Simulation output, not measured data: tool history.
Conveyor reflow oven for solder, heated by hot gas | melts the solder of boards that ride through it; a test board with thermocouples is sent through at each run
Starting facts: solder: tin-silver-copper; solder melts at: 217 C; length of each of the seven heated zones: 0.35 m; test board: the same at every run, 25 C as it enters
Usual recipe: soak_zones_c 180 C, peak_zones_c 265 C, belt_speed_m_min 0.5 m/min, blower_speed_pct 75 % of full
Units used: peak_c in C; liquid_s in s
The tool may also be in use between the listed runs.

Run 1, hour 0: usual settings. Result: peak_c 247.9 C, liquid_s 61 s.
Run 2, hour 61.8: usual settings but soak_zones_c 191 C. Result: peak_c 250.4 C, liquid_s 69.2 s.
Run 3, hour 93.2: usual settings but soak_zones_c 191 C. Result: peak_c 250 C, liquid_s 68.6 s.
Run 4, hour 148.9: usual settings but soak_zones_c 191 C. Result: peak_c 249.8 C, liquid_s 67.8 s.
Run 5, hour 181.7: usual settings but soak_zones_c 191 C. Result: peak_c 250.7 C, liquid_s 68.6 s.
At hour 200.3: flux residue cleaned out of gas plates and filters.
Run 6, hour 217.2: usual settings but soak_zones_c 191 C. Result: peak_c 249.8 C, liquid_s 68.9 s.
Run 7, hour 268.7: usual settings but belt_speed_m_min 0.509 m/min. Result: peak_c 247.5 C, liquid_s 59.6 s.
Run 8, hour 308.2: usual settings but belt_speed_m_min 0.509 m/min. Result: peak_c 246.5 C, liquid_s 59.8 s.
Run 9, hour 336: usual settings but soak_zones_c 174 C. Result: peak_c 246.6 C, liquid_s 57.2 s.
Run 10, hour 374.4: usual settings but soak_zones_c 174 C. Result: peak_c 246.2 C, liquid_s 58.9 s.
Run 11, hour 428.8: usual settings but soak_zones_c 174 C. Result: peak_c 247.1 C, liquid_s 56.8 s.
Run 12, hour 469.6: usual settings. Result: peak_c 248.7 C, liquid_s 61.2 s.
Run 13, hour 499.7: usual settings. Result: peak_c 247.6 C, liquid_s 61.7 s.
Run 14, hour 550.5: usual settings. Result: peak_c 248.5 C, liquid_s 60.4 s.
Run 15, hour 606: usual settings. Result: peak_c 248.2 C, liquid_s 61 s.
Run 16, hour 668.3: usual settings. Result: peak_c 248.7 C, liquid_s 61.5 s.
Run 17, hour 711.9: usual settings but soak_zones_c 188 C, blower_speed_pct 72 % of full. Result: peak_c 248.4 C, liquid_s 64.8 s.
Run 18, hour 771: usual settings but peak_zones_c 276 C, belt_speed_m_min 0.493 m/min. Result: peak_c 257.4 C, liquid_s 70.5 s.
Run 19, hour 802.5: usual settings but soak_zones_c 191 C, peak_zones_c 276 C, belt_speed_m_min 0.554 m/min, blower_speed_pct 71 % of full. Result: peak_c 254.8 C, liquid_s 63.3 s.
Run 20, hour 853.4: usual settings but belt_speed_m_min 0.484 m/min, blower_speed_pct 69 % of full. Result: peak_c 247.8 C, liquid_s 63.4 s.
Run 21, hour 915.4: usual settings but belt_speed_m_min 0.484 m/min, blower_speed_pct 69 % of full. Result: peak_c 247.6 C, liquid_s 62.9 s.
Run 22, hour 971.6: usual settings but belt_speed_m_min 0.484 m/min, blower_speed_pct 69 % of full. Result: peak_c 247.4 C, liquid_s 63.1 s.
Run 23, hour 1031.4: usual settings but soak_zones_c 188 C, belt_speed_m_min 0.561 m/min, blower_speed_pct 71 % of full. Result: peak_c 245.2 C, liquid_s 53.8 s.
Run 24, hour 1065.1: usual settings but soak_zones_c 176 C, belt_speed_m_min 0.519 m/min, blower_speed_pct 52 % of full. Result: peak_c 240.2 C, liquid_s 46.1 s.
Run 25, hour 1116.1: usual settings but soak_zones_c 176 C, belt_speed_m_min 0.519 m/min, blower_speed_pct 52 % of full. Result: peak_c 240.2 C, liquid_s 46.2 s.
Run 26, hour 1161.1: usual settings but soak_zones_c 185 C, belt_speed_m_min 0.519 m/min, blower_speed_pct 52 % of full. Result: peak_c 242.2 C, liquid_s 53.4 s.
Run 27, hour 1190.6: usual settings but soak_zones_c 179 C, belt_speed_m_min 0.461 m/min. Result: peak_c 249.7 C, liquid_s 68.6 s.
At hour 1210.9: flux residue cleaned out of gas plates and filters.
Run 28, hour 1237.1: usual settings but soak_zones_c 165 C, belt_speed_m_min 0.525 m/min. Result: peak_c 243.3 C, liquid_s 47.9 s.
Run 29, hour 1277.7: usual settings but peak_zones_c 268 C, blower_speed_pct 50 % of full. Result: peak_c 244 C, liquid_s 54.6 s.
Run 30, hour 1308.9: usual settings but peak_zones_c 268 C, blower_speed_pct 50 % of full. Result: peak_c 243.9 C, liquid_s 54.3 s.
Run 31, hour 1370.7: usual settings but soak_zones_c 174 C, peak_zones_c 272 C, blower_speed_pct 50 % of full. Result: peak_c 245.4 C, liquid_s 54 s.
At hour 1391.9: thermocouples of zones 6 and 7 changed.
Run 32, hour 1400.3: usual settings but soak_zones_c 174 C, peak_zones_c 272 C, blower_speed_pct 50 % of full. Result: peak_c 245.6 C, liquid_s 53.4 s.

Branching from run 32: 3 alternative next runs. What would each branch give?
Run A, hour 1458.2: usual settings but soak_zones_c 174 C, peak_zones_c 272 C, blower_speed_pct 53 % of full. Result: peak_c ?, liquid_s ?.
Run B, hour 1458.2: usual settings but peak_zones_c 261 C, belt_speed_m_min 0.544 m/min. Result: peak_c ?, liquid_s ?.
Run C, hour 1458.2: usual settings but soak_zones_c 181 C, peak_zones_c 272 C, blower_speed_pct 51 % of full. Result: peak_c ?, liquid_s ?.

run  peak_c  liquid_s
  A   247.5      54.8
  B   241.4        51
  C     248        59
The same runs, with their run-to-run variation unchanged, on a tool lacking any hidden condition would have given:
run  peak_c  liquid_s
  A   247.5      54.8
  B   241.4        51
  C     248      58.9
